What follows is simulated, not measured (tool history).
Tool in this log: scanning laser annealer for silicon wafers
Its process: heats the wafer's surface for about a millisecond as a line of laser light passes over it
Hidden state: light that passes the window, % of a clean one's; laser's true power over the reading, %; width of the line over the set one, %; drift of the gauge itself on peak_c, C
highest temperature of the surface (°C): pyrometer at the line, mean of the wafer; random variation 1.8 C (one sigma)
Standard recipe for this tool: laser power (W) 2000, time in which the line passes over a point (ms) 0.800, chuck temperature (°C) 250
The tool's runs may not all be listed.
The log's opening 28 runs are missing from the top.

run   hour  laser power (W)  time in which the line passes over a point (ms)  chuck temperature (°C)  hours of work since the window was cleaned  hours of work since the power meter was calibrated  hours of work since the optics were aligned  highest temperature of the surface (°C)
 29  449.6             2053                                            0.586                     251                                         100                                                 485                                          299                                      858
 30  469.9             2053                                            0.586                     251                                         108                                                 493                                          307                                      855
 31  480.5             1748                                            0.700                     211                                         112                                                 497                                          311                                      782
 32  497.1             2000                                            0.844                     226                                         119                                                 504                                          318                                      952
 33  514.5             1804                                            0.750                     270                                         126                                                 511                                          325                                      882
 34  525.4             1857                                            0.893                     263                                         131                                                 515                                          330                                      962
 35  544.8             2158                                            0.800                     250                                         138                                                 523                                          337                                     1005
 36  565.9             1948                                            0.630                     224                                         147                                                 532                                          346                                      820
 37  586.6             1948                                            0.630                     224                                         155                                                 540                                          354                                      821
 38  596.6             2153                                            0.601                     258                                         159                                                 544                                          358                                      900
 39  612.7             2153                                            0.908                     252                                         166                                                 550                                          365                                     1062
 40  633.8             2179                                            0.800                     261                                         174                                                 559                                          373                                     1023
 41  648.9             1987                                            0.863                     238                                         180                                                 565                                          379                                      963

What if the next run were any one of these 4? Each begins from the tool's condition after run 41:
  A  663.2             1987                                            0.670                     259                                         186                                                 571                                          385                                        ?
  B  663.2             1987                                            0.850                     286                                         186                                                 571                                          385                                        ?
  C  663.2             1987                                            0.993                     238                                         186                                                 571                                          385                                        ?
  D  663.2             2000                                            0.569                     288                                         186                                                 571                                          385                                        ?

run  highest temperature of the surface (°C)
  A                                      881
  B                                     1006
  C                                     1024
  D                                      862
With the hidden condition removed and each run's random variation left untouched, the same runs would have given:
run  highest temperature of the surface (°C)
  A                                      908
  B                                     1037
  C                                     1058
  D                                      886

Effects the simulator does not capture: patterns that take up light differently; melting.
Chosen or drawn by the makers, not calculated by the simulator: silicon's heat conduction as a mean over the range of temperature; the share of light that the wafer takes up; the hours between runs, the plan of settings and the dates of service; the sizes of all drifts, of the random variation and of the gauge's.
